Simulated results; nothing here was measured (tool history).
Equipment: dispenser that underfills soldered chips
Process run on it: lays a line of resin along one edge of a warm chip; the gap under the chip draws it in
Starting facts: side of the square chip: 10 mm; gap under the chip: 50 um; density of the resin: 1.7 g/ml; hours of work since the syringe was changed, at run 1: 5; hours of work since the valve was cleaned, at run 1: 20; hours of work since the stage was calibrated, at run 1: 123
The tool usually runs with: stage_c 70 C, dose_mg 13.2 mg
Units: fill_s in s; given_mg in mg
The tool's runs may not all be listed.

run,hour,stage_c,dose_mg,hours of work since the syringe was changed,hours of work since the valve was cleaned,hours of work since the stage was calibrated,fill_s,given_mg
1,0.0,70,13.2,5,20,123,130.1,12.91
2,2.9,70,13.2,7,22,126,142.4,12.89
3,6.6,85,13.2,10,25,128,96.2,12.85
# hour 8.9: new syringe of resin
4,11.4,70,13.2,2,28,132,118.7,12.90
5,14.1,70,13.2,4,30,134,130.4,12.80
6,19.1,70,13.2,8,34,137,145.2,12.84
7,22.5,60,13.2,10,36,140,226.9,12.75
# hour 24.7: new syringe of resin
8,25.6,58,13.2,1,38,142,179.1,12.73
9,28.9,58,13.2,3,41,145,191.3,12.67
10,31.4,58,13.2,5,43,146,204.3,12.70
11,34.1,58,13.2,7,45,148,220.7,12.67
12,36.9,58,13.2,9,47,151,236.5,12.65
# hour 38.3: dispensing valve cleaned and set on the balance
13,40.1,58,13.4,11,1,152,247.9,13.43
# hour 41.7: new syringe of resin
14,43.3,58,13.4,1,4,154,181.9,13.37
15,48.1,58,13.4,5,7,158,202.6,13.37
16,51.7,71,13.2,7,10,161,140.1,13.08
17,55.7,55,13.2,10,13,164,269.5,13.00
# hour 57.7: new syringe of resin
18,58.8,55,13.2,1,15,166,201.1,13.10
19,63.7,84,12.6,4,18,169,83.1,12.42
20,67.9,74,13.2,8,22,172,128.8,13.03
21,71.5,57,11.5,10,24,175,265.8,11.39
# hour 73.6: new syringe of resin
22,74.4,70,13.8,1,26,177,115.1,13.54
23,77.1,70,13.8,3,28,179,124.3,13.43
24,81.7,69,13.1,6,32,183,142.1,12.74
25,84.9,62,14.7,8,34,185,196.9,14.22
# hour 89.4: new syringe of resin
26,89.7,62,14.7,0,37,188,149.6,14.27
27,92.7,62,14.7,2,40,190,161.9,14.28
28,95.4,72,12.2,4,42,193,126.9,11.85
29,100.3,72,12.2,8,45,196,142.3,11.80
30,102.4,72,12.2,10,47,198,145.7,11.72
# hour 103.7: dispensing valve cleaned and set on the balance
# hour 106.5: new syringe of resin
31,108.7,72,12.2,2,3,201,111.5,12.19
32,111.4,72,12.2,4,6,203,120.9,12.19
33,113.7,82,13.9,5,7,205,86.4,13.87
34,116.0,82,11.4,7,9,207,97.0,11.23
35,119.7,82,11.4,10,12,210,105.0,11.31
# hour 122.5: new syringe of resin
36,124.9,73,16.4,2,15,213,108.9,16.20

Alternative continuations, all from the tool just after run 36; predict every row:
A,128.2,70,11.8,4,18,216,?,?
B,128.2,80,13.2,4,18,216,?,?
C,128.2,59,13.2,4,18,216,?,?
D,128.2,63,13.6,4,18,216,?,?

run,fill_s,given_mg
A,135.4,11.64
B,95.2,12.94
C,196.4,13.04
D,170.7,13.45
Take away the tool's hidden state, keep each run's random variation, and the runs would have read:
run,fill_s,given_mg
A,112.2,11.78
B,79.1,13.10
C,162.5,13.20
D,141.5,13.62

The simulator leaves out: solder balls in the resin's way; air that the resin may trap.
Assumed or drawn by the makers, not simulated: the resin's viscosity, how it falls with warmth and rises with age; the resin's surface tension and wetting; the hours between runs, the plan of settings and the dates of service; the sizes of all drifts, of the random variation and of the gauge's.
